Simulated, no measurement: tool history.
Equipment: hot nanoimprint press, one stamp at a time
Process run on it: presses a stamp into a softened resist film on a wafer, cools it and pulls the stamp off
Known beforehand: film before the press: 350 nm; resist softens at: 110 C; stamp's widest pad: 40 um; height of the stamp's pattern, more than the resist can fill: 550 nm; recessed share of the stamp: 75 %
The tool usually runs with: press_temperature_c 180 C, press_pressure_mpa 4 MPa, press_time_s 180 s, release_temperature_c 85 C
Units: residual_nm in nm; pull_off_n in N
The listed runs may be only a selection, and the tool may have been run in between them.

| run | day | press_temperature_c | press_pressure_mpa | press_time_s | release_temperature_c | residual_nm | pull_off_n |
|---|---|---|---|---|---|---|---|
| 1 | 0 | 180 | 4 | 180 | 85 | 201.2 | 176 |
|  | 1.479 | plate thermocouple calibrated |
|  | 2.654 | stamp cleaned and given a new release coat |
| 2 | 2.808 | 180 | 6.29 | 180 | 85 | 174.7 | 131 |
| 3 | 4.392 | 180 | 6.29 | 180 | 85 | 174.6 | 134 |
| 4 | 6.596 | 180 | 4 | 180 | 85 | 209.9 | 133 |
| 5 | 7.821 | 180 | 4 | 180 | 85 | 207.4 | 136 |
| 6 | 8.988 | 180 | 4 | 273 | 84 | 182.5 | 136 |
| 7 | 10.988 | 190 | 4 | 259 | 85 | 119.4 | 142 |
|  | 12.496 | plate thermocouple calibrated, once more |
| 8 | 13.058 | 190 | 4 | 259 | 85 | 104.3 | 140 |
| 9 | 14.425 | 175 | 4 | 259 | 72 | 207.8 | 159 |
| 10 | 16.867 | 174 | 2.9 | 155 | 75 | 271.8 | 160 |

Below are 3 alternative next runs, each starting from the tool's condition after run 10. Predict each:
| A | 18.333 | 169 | 4 | 162 | 87 | ? | ? |
| B | 18.333 | 174 | 3.62 | 317 | 75 | ? | ? |
| C | 18.333 | 180 | 3.76 | 180 | 84 | ? | ? |

| run | residual_nm | pull_off_n |
|---|---|---|
| A | 286.9 | 148 |
| B | 213.9 | 162 |
| C | 196.1 | 150 |
Stripped of hidden state, with their random variation kept, the same runs would have yielded:
| run | residual_nm | pull_off_n |
|---|---|---|
| A | 284.7 | 126 |
| B | 211.2 | 138 |
| C | 193.5 | 127 |

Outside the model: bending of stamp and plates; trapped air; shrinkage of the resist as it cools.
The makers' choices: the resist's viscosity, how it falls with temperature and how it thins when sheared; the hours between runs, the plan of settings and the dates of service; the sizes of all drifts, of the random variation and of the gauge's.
